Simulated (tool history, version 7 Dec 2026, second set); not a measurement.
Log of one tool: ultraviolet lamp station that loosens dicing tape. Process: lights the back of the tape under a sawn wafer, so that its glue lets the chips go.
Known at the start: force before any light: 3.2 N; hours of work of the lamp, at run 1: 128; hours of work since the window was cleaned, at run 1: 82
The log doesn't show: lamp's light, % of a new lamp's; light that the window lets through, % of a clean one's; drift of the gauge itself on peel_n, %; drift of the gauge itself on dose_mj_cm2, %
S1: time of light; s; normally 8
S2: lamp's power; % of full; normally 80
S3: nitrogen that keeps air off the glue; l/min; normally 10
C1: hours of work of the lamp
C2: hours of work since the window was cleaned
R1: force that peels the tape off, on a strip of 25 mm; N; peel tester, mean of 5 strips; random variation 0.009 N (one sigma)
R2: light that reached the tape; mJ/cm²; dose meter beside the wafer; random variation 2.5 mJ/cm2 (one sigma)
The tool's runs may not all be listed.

Run 1, hour 0: usual settings; C1 128; C2 82. Result: R1 0.378 N, R2 287 mJ/cm².
Run 2, hour 39.8: usual settings; C1 145; C2 99. Result: R1 0.389 N, R2 285 mJ/cm².
Run 3, hour 106.4: usual settings but S2 70 % of full; C1 174; C2 128. Result: R1 0.497 N, R2 248 mJ/cm².
Run 4, hour 169.2: usual settings but S2 70 % of full; C1 201; C2 155. Result: R1 0.488 N, R2 250 mJ/cm².
Run 5, hour 214.6: usual settings but S2 66 % of full; C1 220; C2 174. Result: R1 0.533 N, R2 227 mJ/cm².
Run 6, hour 285.2: usual settings but S2 66 % of full; C1 250; C2 204. Result: R1 0.558 N, R2 226 mJ/cm².
Run 7, hour 325.6: usual settings but S3 3 l/min; C1 267; C2 222. Result: R1 0.693 N, R2 273 mJ/cm².
Run 8, hour 387.8: usual settings but S1 15 s; C1 294; C2 248. Result: R1 0.203 N, R2 512 mJ/cm².
Run 9, hour 464.1: usual settings but S3 7 l/min; C1 327; C2 281. Result: R1 0.488 N, R2 267 mJ/cm².
Run 10, hour 511.3: usual settings but S3 5 l/min; C1 347; C2 301. Result: R1 0.572 N, R2 272 mJ/cm².
Run 11, hour 587: usual settings; C1 379; C2 333. Result: R1 0.449 N, R2 264 mJ/cm².
Run 12, hour 620.9: usual settings; C1 394; C2 348. Result: R1 0.445 N, R2 264 mJ/cm².
At hour 673.5: window cleaned of glue's vapour.
Run 13, hour 682.9: usual settings; C1 420; C2 4. Result: R1 0.411 N, R2 275 mJ/cm².
Run 14, hour 717.1: usual settings; C1 435; C2 19. Result: R1 0.413 N, R2 272 mJ/cm².
Run 15, hour 761.4: usual settings; C1 454; C2 38. Result: R1 0.443 N, R2 269 mJ/cm².
Run 16, hour 829: usual settings but S1 6 s, S2 75 % of full, S3 18 l/min; C1 483; C2 66. Result: R1 0.582 N, R2 192 mJ/cm².
Run 17, hour 865: usual settings but S1 6 s, S2 75 % of full, S3 18 l/min; C1 498; C2 82. Result: R1 0.597 N, R2 187 mJ/cm².
Run 18, hour 903.8: usual settings but S1 6 s, S3 5 l/min; C1 514; C2 98. Result: R1 0.842 N, R2 199 mJ/cm².
Run 19, hour 954.7: usual settings but S1 16 s, S3 3 l/min; C1 536; C2 120. Result: R1 0.284 N, R2 529 mJ/cm².

Forecast run 20:
Run 20, hour 1010.2: usual settings but S1 16 s, S3 3 l/min; C1 560; C2 144. Result: R1 ?, R2 ?.

R1: 0.282 N
R2: 524 mJ/cm²
Minus the tool's unlogged condition, the same run would have read R1 0.247 N, R2 590 mJ/cm².

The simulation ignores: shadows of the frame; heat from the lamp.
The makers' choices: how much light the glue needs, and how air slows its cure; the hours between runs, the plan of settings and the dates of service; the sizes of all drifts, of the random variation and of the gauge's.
